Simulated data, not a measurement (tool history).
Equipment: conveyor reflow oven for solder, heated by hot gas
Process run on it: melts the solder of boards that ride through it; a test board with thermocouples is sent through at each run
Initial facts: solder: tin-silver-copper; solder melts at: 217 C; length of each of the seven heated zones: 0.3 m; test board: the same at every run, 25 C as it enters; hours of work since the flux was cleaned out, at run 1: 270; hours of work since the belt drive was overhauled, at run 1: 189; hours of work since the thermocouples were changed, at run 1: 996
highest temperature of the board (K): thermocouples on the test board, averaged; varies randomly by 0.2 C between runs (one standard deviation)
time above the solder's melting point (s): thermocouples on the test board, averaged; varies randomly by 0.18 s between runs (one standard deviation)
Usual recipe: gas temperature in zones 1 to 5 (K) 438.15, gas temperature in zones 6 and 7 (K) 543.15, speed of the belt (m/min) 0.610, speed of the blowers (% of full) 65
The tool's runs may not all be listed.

run	hour	gas temperature in zones 1 to 5 (K)	gas temperature in zones 6 and 7 (K)	speed of the belt (m/min)	speed of the blowers (% of full)	hours of work since the flux was cleaned out	hours of work since the belt drive was overhauled	hours of work since the thermocouples were changed	highest temperature of the board (K)	time above the solder's melting point (s)
1	0.0	438.15	543.15	0.610	65	270	189	996	526.15	42.1
2	54.3	438.15	543.15	0.610	65	307	225	1032	526.25	42.1
3	108.7	438.15	543.15	0.591	65	343	261	1068	527.85	44.4
4	145.1	438.15	543.15	0.610	65	367	286	1093	526.25	42.4
# hour 202.1: flux residue cleaned out of gas plates and filters
5	213.5	438.15	543.15	0.610	65	8	328	1135	525.65	41.5
6	263.8	438.15	543.15	0.610	86	41	362	1169	531.75	45.8
7	324.1	438.15	543.15	0.610	86	82	402	1209	531.75	46.0
8	375.6	438.15	543.15	0.610	65	116	436	1243	525.75	41.9
9	423.6	438.15	543.15	0.610	65	148	469	1275	525.65	41.6
10	473.2	438.15	543.15	0.610	65	181	502	1309	525.45	41.8
11	526.5	438.15	543.15	0.610	65	217	537	1344	525.85	41.8
12	566.0	453.15	543.15	0.610	65	243	564	1371	528.65	47.6
# hour 609.6: thermocouples of zones 6 and 7 changed
13	623.9	435.15	543.15	0.610	65	281	601	10	521.75	38.5
# hour 676.8: flux residue cleaned out of gas plates and filters, once more
14	681.9	438.15	543.15	0.610	75	3	637	45	529.05	44.7

What will run 15 give?
15	752.1	438.15	543.15	0.610	65	50	684	92	?	?

{"run 15": {"highest temperature of the board (K)": 525.95, "time above the solder's melting point (s)": 42.5}}
With no hidden state in the tool, this same run would have given highest temperature of the board (K) 525.15, time above the solder's melting point (s) 41.2.

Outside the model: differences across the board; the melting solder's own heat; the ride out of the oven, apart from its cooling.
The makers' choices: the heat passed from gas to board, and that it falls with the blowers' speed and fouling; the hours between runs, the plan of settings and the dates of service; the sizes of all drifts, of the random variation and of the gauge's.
